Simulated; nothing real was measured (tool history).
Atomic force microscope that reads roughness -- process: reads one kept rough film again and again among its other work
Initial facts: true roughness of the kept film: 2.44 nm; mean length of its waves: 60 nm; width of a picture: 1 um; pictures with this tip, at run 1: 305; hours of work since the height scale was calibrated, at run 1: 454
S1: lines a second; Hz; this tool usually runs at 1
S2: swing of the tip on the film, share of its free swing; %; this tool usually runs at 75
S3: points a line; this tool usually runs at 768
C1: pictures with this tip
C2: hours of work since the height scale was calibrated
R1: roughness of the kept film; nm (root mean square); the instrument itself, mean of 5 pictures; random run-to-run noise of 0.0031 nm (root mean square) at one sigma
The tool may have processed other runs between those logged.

run 1 hour=0 | S1=1 S2=75 S3=768 | C1=305 C2=454 | R1=2.309
run 2 hour=18 | S1=1 S2=75 S3=768 | C1=340 C2=465 | R1=2.305
run 3 hour=36.5 | S1=1 S2=75 S3=768 | C1=375 C2=476 | R1=2.311
run 4 hour=45.3 | S1=1 S2=75 S3=768 | C1=392 C2=482 | R1=2.311
-- hour=50.2 new tip fitted
run 5 hour=59.3 | S1=1 S2=75 S3=768 | C1=17 C2=490 | R1=2.313
run 6 hour=77.2 | S1=1 S2=75 S3=590 | C1=52 C2=500 | R1=2.313
run 7 hour=89.7 | S1=1 S2=75 S3=590 | C1=75 C2=508 | R1=2.313
run 8 hour=98.6 | S1=1 S2=75 S3=590 | C1=92 C2=513 | R1=2.309
run 9 hour=115.9 | S1=1.1 S2=75 S3=768 | C1=125 C2=524 | R1=2.3
run 10 hour=135.4 | S1=1.1 S2=75 S3=768 | C1=163 C2=535 | R1=2.303
run 11 hour=151.7 | S1=1 S2=71 S3=768 | C1=194 C2=545 | R1=2.325
run 12 hour=166 | S1=1 S2=89 S3=768 | C1=221 C2=554 | R1=2.225
run 13 hour=182.9 | S1=1 S2=89 S3=768 | C1=253 C2=564 | R1=2.22
run 14 hour=194.1 | S1=1 S2=75 S3=260 | C1=275 C2=571 | R1=2.301
run 15 hour=207.6 | S1=1 S2=75 S3=260 | C1=300 C2=579 | R1=2.303
run 16 hour=219.8 | S1=2.37 S2=75 S3=768 | C1=324 C2=586 | R1=2.197
run 17 hour=235.8 | S1=2.37 S2=75 S3=768 | C1=354 C2=596 | R1=2.186
run 18 hour=251.4 | S1=1 S2=75 S3=768 | C1=384 C2=605 | R1=2.309
-- hour=260.3 new tip fitted
run 19 hour=264 | S1=1 S2=75 S3=768 | C1=7 C2=612 | R1=2.312
run 20 hour=272.4 | S1=1 S2=75 S3=768 | C1=23 C2=617 | R1=2.316
run 21 hour=287.3 | S1=1 S2=75 S3=768 | C1=52 C2=626 | R1=2.314
run 22 hour=301.8 | S1=1 S2=75 S3=768 | C1=79 C2=635 | R1=2.307
run 23 hour=310 | S1=1 S2=75 S3=768 | C1=95 C2=640 | R1=2.315
run 24 hour=327.7 | S1=1 S2=75 S3=768 | C1=129 C2=651 | R1=2.313
run 25 hour=345.9 | S1=1 S2=75 S3=768 | C1=163 C2=662 | R1=2.311
run 26 hour=365.5 | S1=1 S2=75 S3=768 | C1=201 C2=673 | R1=2.309
run 27 hour=375.3 | S1=1 S2=75 S3=768 | C1=219 C2=679 | R1=2.31
run 28 hour=394.3 | S1=1 S2=75 S3=768 | C1=256 C2=691 | R1=2.309
run 29 hour=405.2 | S1=1 S2=75 S3=768 | C1=276 C2=697 | R1=2.313
run 30 hour=420.9 | S1=1 S2=75 S3=768 | C1=306 C2=707 | R1=2.309
run 31 hour=437.3 | S1=1.2 S2=75 S3=534 | C1=338 C2=717 | R1=2.296
run 32 hour=457.3 | S1=1.7 S2=75 S3=509 | C1=376 C2=729 | R1=2.247
-- hour=470.9 new tip fitted
run 33 hour=473.7 | S1=1.7 S2=75 S3=509 | C1=5 C2=738 | R1=2.241
run 34 hour=492.3 | S1=3.08 S2=75 S3=450 | C1=41 C2=749 | R1=2.131
run 35 hour=502.4 | S1=3.08 S2=75 S3=450 | C1=60 C2=755 | R1=2.132
run 36 hour=519.6 | S1=3.08 S2=62 S3=448 | C1=93 C2=766 | R1=2.267
run 37 hour=535.3 | S1=0.72 S2=58 S3=768 | C1=123 C2=775 | R1=2.383
run 38 hour=552 | S1=0.72 S2=58 S3=768 | C1=154 C2=785 | R1=2.381
run 39 hour=570.6 | S1=0.54 S2=81 S3=768 | C1=190 C2=796 | R1=2.34
run 40 hour=583 | S1=1 S2=83 S3=673 | C1=214 C2=804 | R1=2.268
run 41 hour=600.1 | S1=1.57 S2=56 S3=963 | C1=246 C2=814 | R1=2.36
run 42 hour=618.2 | S1=0.76 S2=57 S3=976 | C1=281 C2=825 | R1=2.38
run 43 hour=635.2 | S1=1 S2=73 S3=435 | C1=313 C2=835 | R1=2.321
run 44 hour=649.2 | S1=1 S2=73 S3=435 | C1=340 C2=844 | R1=2.315
run 45 hour=661.6 | S1=1 S2=73 S3=435 | C1=364 C2=851 | R1=2.316
run 46 hour=675.9 | S1=2.18 S2=87 S3=855 | C1=391 C2=860 | R1=2.063
-- hour=681 new tip fitted
run 47 hour=692.5 | S1=0.92 S2=87 S3=344 | C1=22 C2=869 | R1=2.248
run 48 hour=703.2 | S1=2.36 S2=69 S3=320 | C1=42 C2=876 | R1=2.244
run 49 hour=714.4 | S1=0.82 S2=56 S3=261 | C1=63 C2=883 | R1=2.375
run 50 hour=725.6 | S1=0.82 S2=56 S3=261 | C1=85 C2=889 | R1=2.372
run 51 hour=737.1 | S1=0.82 S2=56 S3=261 | C1=107 C2=896 | R1=2.376
run 52 hour=754.9 | S1=1.36 S2=66 S3=816 | C1=141 C2=907 | R1=2.331

Below are 5 alternative next runs, each starting from the tool's condition after run 52. Predict each:
run A hour=767.9 | S1=0.7 S2=74 S3=768 | C1=165 C2=915 | R1=?
run B hour=767.9 | S1=1 S2=90 S3=768 | C1=165 C2=915 | R1=?
run C hour=767.9 | S1=0.53 S2=79 S3=314 | C1=165 C2=915 | R1=?
run D hour=767.9 | S1=0.56 S2=68 S3=346 | C1=165 C2=915 | R1=?
run E hour=767.9 | S1=0.82 S2=58 S3=486 | C1=165 C2=915 | R1=?

run=A R1=2.342
run=B R1=2.22
run=C R1=2.338
run=D R1=2.364
run=E R1=2.378
The same runs, with their run-to-run variation unchanged, on a tool lacking any hidden condition would have given:
run=A R1=2.342
run=B R1=2.22
run=C R1=2.338
run=D R1=2.364
run=E R1=2.378

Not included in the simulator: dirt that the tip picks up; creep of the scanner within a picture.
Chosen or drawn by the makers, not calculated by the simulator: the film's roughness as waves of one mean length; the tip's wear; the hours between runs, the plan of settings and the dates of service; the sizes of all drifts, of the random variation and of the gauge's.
